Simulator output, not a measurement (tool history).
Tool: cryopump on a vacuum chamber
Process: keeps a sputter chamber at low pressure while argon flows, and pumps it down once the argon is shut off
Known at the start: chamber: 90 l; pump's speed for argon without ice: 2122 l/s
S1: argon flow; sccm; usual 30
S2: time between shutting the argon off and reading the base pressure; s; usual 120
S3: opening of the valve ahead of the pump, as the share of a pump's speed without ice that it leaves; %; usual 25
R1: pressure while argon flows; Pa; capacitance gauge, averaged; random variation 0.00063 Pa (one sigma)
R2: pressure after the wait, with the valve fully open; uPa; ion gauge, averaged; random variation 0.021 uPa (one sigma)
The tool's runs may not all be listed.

| run | day | S1 | S2 | S3 | R1 | R2 |
|---|---|---|---|---|---|---|
| 1 | 0.000 | 30 | 120 | 25 | 0.0971 | 0.49 |
| 2 | 1.000 | 30 | 26 | 25 | 0.0967 | 1.40 |
| 3 | 2.058 | 48 | 26 | 25 | 0.1553 | 1.39 |
| 4 | 3.571 | 30 | 120 | 25 | 0.0985 | 0.52 |
| 5 | 4.496 | 30 | 120 | 25 | 0.0998 | 0.53 |
| 6 | 6.229 | 30 | 233 | 25 | 0.0993 | 0.44 |
| 7 | 7.575 | 23 | 120 | 25 | 0.0770 | 0.58 |
| 8 | 8.867 | 44 | 120 | 25 | 0.1475 | 0.58 |
| 9 | 10.850 | 30 | 120 | 25 | 0.1012 | 0.62 |
| 10 | 12.150 | 30 | 120 | 25 | 0.1027 | 0.65 |
| 11 | 13.392 | 30 | 35 | 25 | 0.1038 | 1.29 |
|  | 15.525 | pump warmed up, emptied and cooled again |
| 12 | 15.538 | 30 | 120 | 25 | 0.0964 | 0.57 |
| 13 | 16.846 | 30 | 120 | 25 | 0.0968 | 0.59 |
| 14 | 18.975 | 30 | 120 | 25 | 0.0977 | 0.64 |
| 15 | 20.221 | 30 | 120 | 27 | 0.0904 | 0.64 |
| 16 | 21.329 | 30 | 39 | 25 | 0.0989 | 1.18 |
| 17 | 22.633 | 30 | 21 | 17 | 0.1428 | 1.83 |

The next listed run, before its measurement:
| 18 | 23.512 | 30 | 21 | 17 | ? | ? |

{"run 18": {"R1": 0.1453, "R2": 1.88}}
Without the tool's hidden state the same run would have given R1 0.1414 Pa, R2 1.61 uPa.
